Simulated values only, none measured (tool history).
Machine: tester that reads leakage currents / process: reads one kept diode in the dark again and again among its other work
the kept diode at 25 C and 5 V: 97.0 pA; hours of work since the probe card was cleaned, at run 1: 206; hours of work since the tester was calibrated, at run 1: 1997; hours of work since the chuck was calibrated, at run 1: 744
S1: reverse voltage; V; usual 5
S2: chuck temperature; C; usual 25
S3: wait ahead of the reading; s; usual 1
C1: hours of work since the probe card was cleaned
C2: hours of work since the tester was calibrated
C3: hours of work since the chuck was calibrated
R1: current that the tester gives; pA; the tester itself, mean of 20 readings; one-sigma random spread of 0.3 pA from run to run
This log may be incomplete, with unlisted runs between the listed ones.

{"run": 1, "hour": 0.0, "S1": 5, "S2": 25, "S3": 1, "C1": 206, "C2": 1997, "C3": 744, "R1": 103.37}
{"run": 2, "hour": 138.2, "S1": 5, "S2": 25, "S3": 1, "C1": 297, "C2": 2088, "C3": 835, "R1": 104.47}
{"run": 3, "hour": 261.7, "S1": 5, "S2": 25, "S3": 1, "C1": 378, "C2": 2169, "C3": 916, "R1": 105.42}
{"run": 4, "hour": 421.6, "S1": 5, "S2": 25, "S3": 1, "C1": 483, "C2": 2274, "C3": 1021, "R1": 105.66}
{"run": 5, "hour": 505.6, "S1": 5, "S2": 25, "S3": 1, "C1": 539, "C2": 2330, "C3": 1077, "R1": 107.13}
{"run": 6, "hour": 686.0, "S1": 5, "S2": 25, "S3": 1, "C1": 657, "C2": 2448, "C3": 1195, "R1": 107.94}
{"run": 7, "hour": 842.0, "S1": 5, "S2": 29, "S3": 1, "C1": 760, "C2": 2551, "C3": 1298, "R1": 150.18}
{"run": 8, "hour": 971.3, "S1": 5, "S2": 29, "S3": 1, "C1": 845, "C2": 2636, "C3": 1383, "R1": 150.88}
{"run": 9, "hour": 1136.8, "S1": 5, "S2": 29, "S3": 1, "C1": 954, "C2": 2745, "C3": 1492, "R1": 151.82}
{"run": 10, "hour": 1255.5, "S1": 5, "S2": 25, "S3": 1, "C1": 1032, "C2": 2823, "C3": 1570, "R1": 111.63}
{"run": 11, "hour": 1355.7, "S1": 5, "S2": 25, "S3": 1, "C1": 1098, "C2": 2889, "C3": 1636, "R1": 111.65}
{"run": 12, "hour": 1504.5, "S1": 5, "S2": 33, "S3": 1, "C1": 1196, "C2": 2987, "C3": 1734, "R1": 212.27}
{"run": 13, "hour": 1600.2, "S1": 5, "S2": 25, "S3": 1, "C1": 1259, "C2": 3050, "C3": 1797, "R1": 113.57}
{"run": 14, "hour": 1722.4, "S1": 5, "S2": 25, "S3": 1, "C1": 1340, "C2": 3131, "C3": 1878, "R1": 114.41}
{"run": 15, "hour": 1852.7, "S1": 5, "S2": 25, "S3": 1, "C1": 1425, "C2": 3216, "C3": 1963, "R1": 115.13}
{"run": 16, "hour": 1968.8, "S1": 1.48, "S2": 25, "S3": 1, "C1": 1502, "C2": 3293, "C3": 2040, "R1": 56.78}
{"run": 17, "hour": 2087.2, "S1": 5, "S2": 25, "S3": 1, "C1": 1580, "C2": 3371, "C3": 2118, "R1": 116.77}
{"run": 18, "hour": 2256.2, "S1": 5, "S2": 25, "S3": 1, "C1": 1691, "C2": 3482, "C3": 2229, "R1": 117.76}
{"hour": 2354.9, "done": "chuck's temperature calibrated"}
{"run": 19, "hour": 2444.0, "S1": 2.12, "S2": 47, "S3": 0.59, "C1": 1813, "C2": 3604, "C3": 59, "R1": 324.59}
{"run": 20, "hour": 2585.7, "S1": 10.28, "S2": 25, "S3": 0.96, "C1": 1907, "C2": 3698, "C3": 152, "R1": 153.91}
{"run": 21, "hour": 2753.8, "S1": 10.28, "S2": 25, "S3": 0.96, "C1": 2017, "C2": 3808, "C3": 263, "R1": 155.45}
{"hour": 2770.2, "done": "probe card cleaned and baked"}
{"run": 22, "hour": 2852.2, "S1": 10.28, "S2": 52, "S3": 1.22, "C1": 54, "C2": 3871, "C3": 325, "R1": 1187.86}
{"run": 23, "hour": 3017.2, "S1": 10.28, "S2": 52, "S3": 1.22, "C1": 163, "C2": 3980, "C3": 434, "R1": 1190.41}
{"run": 24, "hour": 3139.5, "S1": 1.35, "S2": 22, "S3": 6.89, "C1": 243, "C2": 4060, "C3": 515, "R1": 37.7}
{"run": 25, "hour": 3293.7, "S1": 1.35, "S2": 22, "S3": 6.89, "C1": 345, "C2": 4162, "C3": 616, "R1": 38.05}
{"run": 26, "hour": 3448.4, "S1": 5, "S2": 25, "S3": 1, "C1": 446, "C2": 4264, "C3": 718, "R1": 105.75}
{"run": 27, "hour": 3611.4, "S1": 1.06, "S2": 23, "S3": 0.63, "C1": 554, "C2": 4371, "C3": 825, "R1": 36.73}
{"run": 28, "hour": 3779.6, "S1": 3.4, "S2": 23, "S3": 9.22, "C1": 664, "C2": 4482, "C3": 936, "R1": 72.46}
{"hour": 3824.6, "done": "probe card cleaned and baked, once more"}
{"run": 29, "hour": 3859.8, "S1": 1.06, "S2": 58, "S3": 0.77, "C1": 23, "C2": 4532, "C3": 987, "R1": 496.28}
{"run": 30, "hour": 3957.6, "S1": 5, "S2": 39, "S3": 7.87, "C1": 87, "C2": 4597, "C3": 1051, "R1": 319.32}
{"run": 31, "hour": 4137.1, "S1": 1.05, "S2": 28, "S3": 5.62, "C1": 206, "C2": 4715, "C3": 1169, "R1": 55.57}
{"run": 32, "hour": 4247.4, "S1": 1.05, "S2": 28, "S3": 5.62, "C1": 278, "C2": 4787, "C3": 1242, "R1": 55.73}
{"run": 33, "hour": 4416.5, "S1": 4.05, "S2": 26, "S3": 0.79, "C1": 390, "C2": 4899, "C3": 1353, "R1": 105.2}

Forecast each of these 3 alternatives for the next run:
{"run": "A", "hour": 4552.6, "S1": 5.82, "S2": 25, "S3": 0.52, "C1": 479, "C2": 4988, "C3": 1443, "R1": "?"}
{"run": "B", "hour": 4552.6, "S1": 11.44, "S2": 23, "S3": 8.16, "C1": 479, "C2": 4988, "C3": 1443, "R1": "?"}
{"run": "C", "hour": 4552.6, "S1": 5, "S2": 40, "S3": 1, "C1": 479, "C2": 4988, "C3": 1443, "R1": "?"}

run=A R1=122.09
run=B R1=151.2
run=C R1=354.24
With the hidden condition removed and each run's random variation left untouched, the same runs would have given:
run=A R1=107.94
run=B R1=133.08
run=C R1=316.32
